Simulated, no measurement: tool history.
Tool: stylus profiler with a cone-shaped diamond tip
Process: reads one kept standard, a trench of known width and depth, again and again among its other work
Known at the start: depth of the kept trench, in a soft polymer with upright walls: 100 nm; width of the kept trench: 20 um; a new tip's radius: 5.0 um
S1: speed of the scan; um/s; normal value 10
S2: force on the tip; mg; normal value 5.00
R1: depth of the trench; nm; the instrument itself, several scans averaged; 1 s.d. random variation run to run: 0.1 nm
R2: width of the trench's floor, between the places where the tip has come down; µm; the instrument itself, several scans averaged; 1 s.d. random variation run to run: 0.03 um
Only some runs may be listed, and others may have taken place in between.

run	day	S1	S2	R1	R2
1	0.000	10	5.00	102.45	17.96
2	2.958	10	6.88	103.19	18.03
# day 3.262: height scale calibrated on a step standard
3	7.754	5	5.00	102.55	17.97
4	9.833	5	5.00	102.43	17.98
5	12.529	5	2.35	101.61	18.01
6	14.954	10	5.00	102.48	17.98
7	17.508	10	5.00	102.48	17.95
8	21.700	15	5.53	102.67	17.95
9	25.521	9	4.02	102.03	17.97
10	29.521	9	4.02	102.27	17.97
11	33.750	34	5.00	102.39	17.87
12	37.575	31	2.34	101.31	17.89

Each row is a separate what-if for the run after 12, all from the same tool condition, not one after another. Results?
A	41.562	8	2.34	?	?
B	41.562	27	14.69	?	?
C	41.562	31	4.43	?	?
D	41.562	5	5.53	?	?
E	41.562	5	3.33	?	?

run	R1	R2
A	101.58	17.94
B	105.34	17.96
C	102.31	17.84
D	102.65	18.02
E	102.02	18.00
With the hidden condition removed and each run's random variation left untouched, the same runs would have given:
run	R1	R2
A	101.57	17.95
B	105.34	17.96
C	102.30	17.85
D	102.65	18.03
E	102.02	18.01
